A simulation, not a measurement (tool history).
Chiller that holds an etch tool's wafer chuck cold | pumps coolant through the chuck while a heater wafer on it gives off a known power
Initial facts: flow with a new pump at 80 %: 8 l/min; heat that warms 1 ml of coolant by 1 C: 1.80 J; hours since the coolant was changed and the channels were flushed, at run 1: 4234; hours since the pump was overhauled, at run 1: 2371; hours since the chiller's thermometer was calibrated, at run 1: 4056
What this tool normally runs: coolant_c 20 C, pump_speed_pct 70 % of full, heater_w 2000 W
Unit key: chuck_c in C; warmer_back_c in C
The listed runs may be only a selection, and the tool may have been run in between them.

run	day	coolant_c	pump_speed_pct	heater_w	hours since the coolant was changed and the channels were flushed	hours since the pump was overhauled	hours since the chiller's thermometer was calibrated	chuck_c	warmer_back_c
1	0	20	70	2000	4234	2371	4056	38.2	9.66
2	2.375	20	70	2000	4291	2428	4113	38	9.74
3	3.529	20	70	2000	4319	2455	4141	38.1	9.74
4	5.25	20	70	2000	4360	2497	4182	38.1	9.62
# day 5.508: chiller's thermometer calibrated
5	6.858	16	70	2000	4397	2534	32	33.7	9.75
6	8.817	20	70	2000	4444	2581	79	38	9.75
7	10.638	18	70	2000	4488	2625	123	35.9	9.75
8	12.512	18	70	2000	4533	2670	168	36.1	9.7
9	14.096	20	94	1414	4571	2708	206	29.7	5.05
10	15.362	20	70	1905	4602	2738	237	37.1	9.31
11	16.7	22	93	2650	4634	2770	269	40.8	9.61

Here are 5 independent what-if runs from the current tool condition. What would each one return?
A	18.633	15	70	2000	4680	2817	315	?	?
B	18.633	20	85	2000	4680	2817	315	?	?
C	18.633	22	93	2263	4680	2817	315	?	?
D	18.633	20	78	1725	4680	2817	315	?	?
E	18.633	13	93	2650	4680	2817	315	?	?

run	chuck_c	warmer_back_c
A	32.9	9.74
B	35.3	7.94
C	38.1	8.22
D	34.2	7.44
E	31.9	9.58
The same runs, with their run-to-run variation unchanged, on a tool lacking any hidden condition would have given:
run	chuck_c	warmer_back_c
A	32.3	9.57
B	35	7.81
C	37.7	8.09
D	34	7.31
E	31.3	9.41

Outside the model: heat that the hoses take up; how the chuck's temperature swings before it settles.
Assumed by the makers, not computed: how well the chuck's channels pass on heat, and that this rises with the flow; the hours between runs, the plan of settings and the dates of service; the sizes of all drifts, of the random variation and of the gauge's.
